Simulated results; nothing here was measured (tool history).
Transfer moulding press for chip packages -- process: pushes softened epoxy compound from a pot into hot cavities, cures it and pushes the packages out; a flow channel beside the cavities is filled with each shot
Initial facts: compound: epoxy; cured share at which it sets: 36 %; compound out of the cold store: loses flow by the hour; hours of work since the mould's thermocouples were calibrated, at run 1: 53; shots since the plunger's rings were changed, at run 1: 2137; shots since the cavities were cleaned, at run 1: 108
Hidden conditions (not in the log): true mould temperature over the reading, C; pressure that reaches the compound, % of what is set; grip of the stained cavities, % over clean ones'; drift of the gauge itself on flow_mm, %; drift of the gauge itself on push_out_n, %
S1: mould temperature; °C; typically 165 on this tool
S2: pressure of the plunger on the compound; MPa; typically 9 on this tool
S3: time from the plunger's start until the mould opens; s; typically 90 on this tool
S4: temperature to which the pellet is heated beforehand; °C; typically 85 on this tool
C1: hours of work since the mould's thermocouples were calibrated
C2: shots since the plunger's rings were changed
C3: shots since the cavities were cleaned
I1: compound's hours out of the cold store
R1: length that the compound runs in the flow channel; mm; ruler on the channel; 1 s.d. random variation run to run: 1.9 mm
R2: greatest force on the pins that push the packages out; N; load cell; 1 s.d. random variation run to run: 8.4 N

run	hour	S1	S2	S3	S4	C1	C2	C3	I1	R1	R2
1	0	165	9	90	85	53	2137	108	22.9	535	368
2	6.2	165	9	90	86	58	2243	214	30.3	513	390
3	13.8	165	9	90	86	64	2373	344	42.6	486	420
4	26.6	165	9	90	86	74	2594	565	40.8	488	448
5	40.5	158	9	90	85	85	2832	803	25.6	540	892
# hour 44: cavities cleaned with cleaning compound and waxed
6	50.2	158	9	90	87	91	2973	106	9.8	580	1152
# hour 58.6: plunger's sealing rings changed
7	64.2	165	9	90	85	101	96	302	10.5	575	653
8	72.1	165	9	90	85	107	232	438	16.2	560	642
9	78	165	9	85	88	111	333	539	41.4	502	656
10	91.9	165	9	85	88	122	571	777	39.5	503	680
# hour 97: cavities cleaned with cleaning compound and waxed
11	104	165	7.12	85	88	131	755	121	42.5	442	412
12	116.7	165	7.12	125	85	141	971	337	47	432	283
# hour 121.9: cavities cleaned with cleaning compound and waxed, once more
13	127.9	165	7.12	113	85	149	1138	103	32.7	458	268
14	141.5	172	8.28	93	85	159	1371	336	8.5	533	310
15	152.8	165	8.77	73	85	168	1564	529	25.6	523	831
16	159.3	166	10.96	83	76	173	1676	641	30.6	572	585

Forecast each of these 5 alternatives for the next run:
A	165.6	165	10.47	90	94	178	1784	749	15.4	?	?
B	165.6	166	6.87	83	76	178	1784	749	12.1	?	?
C	165.6	165	9	90	90	178	1784	749	30.9	?	?
D	165.6	165	9	90	86	178	1784	749	32.5	?	?
E	165.6	165	10.81	115	86	178	1784	749	26.9	?	?

run	R1	R2
A	597	523
B	489	616
C	517	490
D	512	490
E	578	353
Take away the tool's hidden state, keep each run's random variation, and the runs would have read:
run	R1	R2
A	609	359
B	498	418
C	527	334
D	522	334
E	590	244

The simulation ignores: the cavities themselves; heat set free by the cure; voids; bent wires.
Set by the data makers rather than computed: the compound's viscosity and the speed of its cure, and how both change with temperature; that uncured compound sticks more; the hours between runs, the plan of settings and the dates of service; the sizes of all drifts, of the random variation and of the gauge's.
